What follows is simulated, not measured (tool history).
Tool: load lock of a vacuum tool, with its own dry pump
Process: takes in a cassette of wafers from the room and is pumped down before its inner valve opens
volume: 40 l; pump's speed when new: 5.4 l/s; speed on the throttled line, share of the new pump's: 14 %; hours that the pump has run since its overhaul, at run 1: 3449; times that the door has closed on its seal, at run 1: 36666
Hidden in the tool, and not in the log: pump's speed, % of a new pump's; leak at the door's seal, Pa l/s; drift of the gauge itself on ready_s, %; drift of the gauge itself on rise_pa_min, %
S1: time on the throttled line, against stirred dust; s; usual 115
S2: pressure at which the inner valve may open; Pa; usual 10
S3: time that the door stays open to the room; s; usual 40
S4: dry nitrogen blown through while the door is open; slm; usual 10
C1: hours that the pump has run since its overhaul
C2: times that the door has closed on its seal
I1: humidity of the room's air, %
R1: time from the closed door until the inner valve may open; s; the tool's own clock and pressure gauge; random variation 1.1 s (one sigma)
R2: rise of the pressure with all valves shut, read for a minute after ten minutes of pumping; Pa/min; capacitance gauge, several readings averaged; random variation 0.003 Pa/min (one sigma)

Run 1, day 0.000: usual settings; C1 3449; C2 36666; I1 45.7. Result: R1 170.6 s, R2 0.065 Pa/min.
Run 2, day 3.562: usual settings; C1 3535; C2 37073; I1 44.5. Result: R1 170.5 s, R2 0.065 Pa/min.
Run 3, day 7.379: usual settings; C1 3626; C2 37510; I1 43.1. Result: R1 169.4 s, R2 0.059 Pa/min.
Run 4, day 14.192: usual settings; C1 3790; C2 38289; I1 44.7. Result: R1 171.6 s, R2 0.071 Pa/min.
Run 5, day 19.575: usual settings; C1 3919; C2 38905; I1 50.5. Result: R1 172.2 s, R2 0.067 Pa/min.
Run 6, day 23.646: usual settings; C1 4017; C2 39370; I1 45.0. Result: R1 172.5 s, R2 0.064 Pa/min.
Run 7, day 27.779: usual settings; C1 4116; C2 39842; I1 44.1. Result: R1 172.4 s, R2 0.068 Pa/min.
Run 8, day 32.900: usual settings; C1 4239; C2 40428; I1 43.0. Result: R1 171.3 s, R2 0.068 Pa/min.
Run 9, day 37.854: usual settings but S2 13 Pa; C1 4357; C2 40994; I1 44.5. Result: R1 170.1 s, R2 0.069 Pa/min.
Run 10, day 42.825: usual settings; C1 4477; C2 41563; I1 44.7. Result: R1 172.6 s, R2 0.075 Pa/min.
Run 11, day 48.221: usual settings; C1 4606; C2 42180; I1 44.1. Result: R1 173.3 s, R2 0.070 Pa/min.
Run 12, day 53.192: usual settings; C1 4726; C2 42748; I1 46.8. Result: R1 171.9 s, R2 0.078 Pa/min.
Run 13, day 59.712: usual settings; C1 4882; C2 43494; I1 44.0. Result: R1 172.2 s, R2 0.073 Pa/min.
Run 14, day 63.662: usual settings but S2 9 Pa; C1 4977; C2 43945; I1 46.0. Result: R1 174.1 s, R2 0.074 Pa/min.
Run 15, day 67.900: usual settings but S1 127 s; C1 5079; C2 44430; I1 44.2. Result: R1 185.7 s, R2 0.076 Pa/min.
Run 16, day 73.233: usual settings; C1 5207; C2 45040; I1 44.5. Result: R1 172.4 s, R2 0.078 Pa/min.
Run 17, day 76.025: usual settings; C1 5274; C2 45359; I1 42.2. Result: R1 172.7 s, R2 0.074 Pa/min.
Run 18, day 79.925: usual settings; C1 5367; C2 45805; I1 44.3. Result: R1 172.4 s, R2 0.082 Pa/min.
Run 19, day 84.146: usual settings; C1 5469; C2 46287; I1 43.9. Result: R1 173.0 s, R2 0.082 Pa/min.
Run 20, day 88.012: usual settings; C1 5561; C2 46730; I1 46.5. Result: R1 172.5 s, R2 0.079 Pa/min.
Run 21, day 92.250: usual settings; C1 5663; C2 47214; I1 40.6. Result: R1 173.3 s, R2 0.082 Pa/min.
Run 22, day 97.358: usual settings but S1 102 s, S2 19 Pa, S3 50 s, S4 29 slm; C1 5786; C2 47798; I1 43.8. Result: R1 157.7 s, R2 0.078 Pa/min.
Run 23, day 101.267: usual settings but S1 60 s, S2 19 Pa, S3 122 s, S4 29 slm; C1 5879; C2 48245; I1 45.9. Result: R1 121.6 s, R2 0.081 Pa/min.
Run 24, day 106.546: usual settings but S1 60 s, S2 8 Pa, S3 122 s, S4 7 slm; C1 6006; C2 48849; I1 46.3. Result: R1 128.3 s, R2 0.099 Pa/min.
Run 25, day 112.492: usual settings but S1 60 s, S2 8 Pa, S3 122 s, S4 5 slm; C1 6149; C2 49528; I1 41.0. Result: R1 129.0 s, R2 0.103 Pa/min.
Run 26, day 117.129: usual settings but S1 155 s; C1 6260; C2 50059; I1 45.3. Result: R1 206.7 s, R2 0.087 Pa/min.
Run 27, day 123.971: usual settings but S1 155 s; C1 6424; C2 50841; I1 48.8. Result: R1 207.9 s, R2 0.096 Pa/min.
Run 28, day 126.796: usual settings but S1 62 s, S2 16 Pa; C1 6492; C2 51164; I1 46.2. Result: R1 125.7 s, R2 0.091 Pa/min.
Run 29, day 133.504: usual settings but S1 82 s, S2 16 Pa, S3 27 s; C1 6653; C2 51931; I1 44.5. Result: R1 141.8 s, R2 0.092 Pa/min.
Run 30, day 138.546: usual settings but S1 82 s, S2 16 Pa, S3 27 s; C1 6774; C2 52508; I1 45.1. Result: R1 143.1 s, R2 0.099 Pa/min.
Run 31, day 143.196: usual settings but S1 82 s, S2 16 Pa, S3 27 s; C1 6886; C2 53039; I1 46.8. Result: R1 143.5 s, R2 0.097 Pa/min.
Run 32, day 146.662: usual settings but S3 29 s, S4 26 slm; C1 6969; C2 53436; I1 45.9. Result: R1 173.2 s, R2 0.092 Pa/min.
Run 33, day 149.729: usual settings but S1 151 s, S2 15 Pa, S3 148 s, S4 5 slm; C1 7043; C2 53786; I1 42.4. Result: R1 202.3 s, R2 0.107 Pa/min.
Run 34, day 155.758: usual settings but S2 7 Pa; C1 7187; C2 54476; I1 45.9. Result: R1 179.2 s, R2 0.099 Pa/min.
Run 35, day 160.375: usual settings but S2 7 Pa; C1 7298; C2 55004; I1 44.9. Result: R1 177.8 s, R2 0.099 Pa/min.
Run 36, day 166.067: usual settings but S1 101 s, S2 19 Pa, S3 64 s, S4 32 slm; C1 7435; C2 55654; I1 45.2. Result: R1 157.7 s, R2 0.101 Pa/min.

5 ways to go on from here, each from the tool as it stands after run 36. What would each give?
Run A, day 172.767: usual settings but S1 211 s, S2 19 Pa, S3 64 s, S4 32 slm; C1 7595; C2 56421; I1 44.8. Result: R1 ?, R2 ?.
Run B, day 172.767: usual settings; C1 7595; C2 56421; I1 46.9. Result: R1 ?, R2 ?.
Run C, day 172.767: usual settings but S1 85 s, S2 13 Pa, S4 32 slm; C1 7595; C2 56421; I1 47.3. Result: R1 ?, R2 ?.
Run D, day 172.767: usual settings but S3 118 s, S4 5 slm; C1 7595; C2 56421; I1 44.3. Result: R1 ?, R2 ?.
Run E, day 172.767: usual settings but S1 95 s, S2 12 Pa, S3 42 s, S4 32 slm; C1 7595; C2 56421; I1 48.7. Result: R1 ?, R2 ?.

run     R1     R2
  A  253.3  0.102
  B  176.0  0.104
  C  146.8  0.097
  D  174.1  0.118
  E  157.0  0.095
Without the tool's hidden state the same runs would have given:
run     R1     R2
  A  248.2  0.015
  B  168.3  0.017
  C  138.8  0.010
  D  166.6  0.031
  E  149.1  0.006
